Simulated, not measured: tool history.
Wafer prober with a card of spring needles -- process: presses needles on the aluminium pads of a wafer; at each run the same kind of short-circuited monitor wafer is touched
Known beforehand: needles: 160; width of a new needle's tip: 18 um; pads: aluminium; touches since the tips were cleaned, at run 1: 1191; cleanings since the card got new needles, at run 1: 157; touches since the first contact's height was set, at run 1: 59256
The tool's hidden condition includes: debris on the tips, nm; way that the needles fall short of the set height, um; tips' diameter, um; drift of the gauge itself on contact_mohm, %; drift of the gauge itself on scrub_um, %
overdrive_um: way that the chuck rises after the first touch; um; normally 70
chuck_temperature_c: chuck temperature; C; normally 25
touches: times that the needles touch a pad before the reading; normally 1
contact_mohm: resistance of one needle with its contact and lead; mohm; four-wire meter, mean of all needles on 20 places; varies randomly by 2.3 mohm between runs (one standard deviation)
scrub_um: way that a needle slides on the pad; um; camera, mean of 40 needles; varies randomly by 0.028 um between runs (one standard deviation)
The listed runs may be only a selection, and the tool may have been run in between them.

run,day,overdrive_um,chuck_temperature_c,touches,touches since the tips were cleaned,cleanings since the card got new needles,touches since the first contact's height was set,contact_mohm,scrub_um
1,0.000,70,25,1,1191,157,59256,252,9.23
# day 0.450: tips cleaned on abrasive film
# day 0.904: tips cleaned on abrasive film
# day 1.467: tips cleaned on abrasive film
# day 2.033: tips cleaned on abrasive film
# day 2.483: tips cleaned on abrasive film
# day 2.938: tips cleaned on abrasive film
2,3.167,70,25,1,3313,163,104506,257,9.24
# day 3.396: tips cleaned on abrasive film
# day 3.846: tips cleaned on abrasive film
# day 4.408: tips cleaned on abrasive film
# day 4.862: tips cleaned on abrasive film
# day 5.425: tips cleaned on abrasive film
# day 5.438: height of the first contact set anew
# day 5.892: tips cleaned on abrasive film
# day 6.450: tips cleaned on abrasive film
3,6.450,70,25,1,0,170,14453,251,9.22
# day 6.900: tips cleaned on abrasive film
# day 7.354: tips cleaned on abrasive film
# day 7.917: tips cleaned on abrasive film
# day 8.371: tips cleaned on abrasive film
4,8.729,70,25,1,5164,174,47037,256,9.27
# day 8.846: tips cleaned on abrasive film
# day 9.296: tips cleaned on abrasive film
# day 9.750: tips cleaned on abrasive film
# day 10.312: tips cleaned on abrasive film
# day 10.875: tips cleaned on abrasive film
5,10.975,70,25,1,1414,179,79094,255,9.24
# day 11.425: tips cleaned on abrasive film
# day 11.879: tips cleaned on abrasive film
# day 12.329: tips cleaned on abrasive film
# day 12.896: tips cleaned on abrasive film
# day 13.458: tips cleaned on abrasive film
# day 14.021: tips cleaned on abrasive film
6,14.171,70,25,1,2142,185,124784,254,9.25
# day 14.512: tips cleaned on abrasive film
# day 14.962: tips cleaned on abrasive film
# day 15.088: height of the first contact set anew
# day 15.538: tips cleaned on abrasive film
7,15.871,70,25,1,4752,188,11204,250,9.26
# day 16.096: tips cleaned on abrasive film
# day 16.662: tips cleaned on abrasive film
# day 17.112: tips cleaned on abrasive film
# day 17.675: tips cleaned on abrasive film
# day 18.129: tips cleaned on abrasive film
# day 18.579: tips cleaned on abrasive film
8,18.954,77,56,1,5399,194,55313,262,10.16
# day 19.071: tips cleaned on abrasive film
# day 19.525: tips cleaned on abrasive film
# day 19.975: tips cleaned on abrasive film
# day 20.429: tips cleaned on abrasive film
# day 20.992: tips cleaned on abrasive film
# day 21.554: tips cleaned on abrasive film
# day 22.025: tips cleaned on abrasive film
9,22.025,69,56,3,0,201,99093,262,9.09

Run 10 has not been measured yet. What should we expect?
# day 22.475: tips cleaned on abrasive film
# day 23.042: tips cleaned on abrasive film
# day 23.604: tips cleaned on abrasive film
# day 24.167: tips cleaned on abrasive film
# day 24.621: tips cleaned on abrasive film
# day 24.746: height of the first contact set anew
10,24.850,69,56,3,3123,206,1509,?,?

contact_mohm: 261 mohm
scrub_um: 9.12 um
Take away the tool's hidden state, keep the run-to-run variation as it was, and the same run would have given contact_mohm 261 mohm, scrub_um 9.12 um.
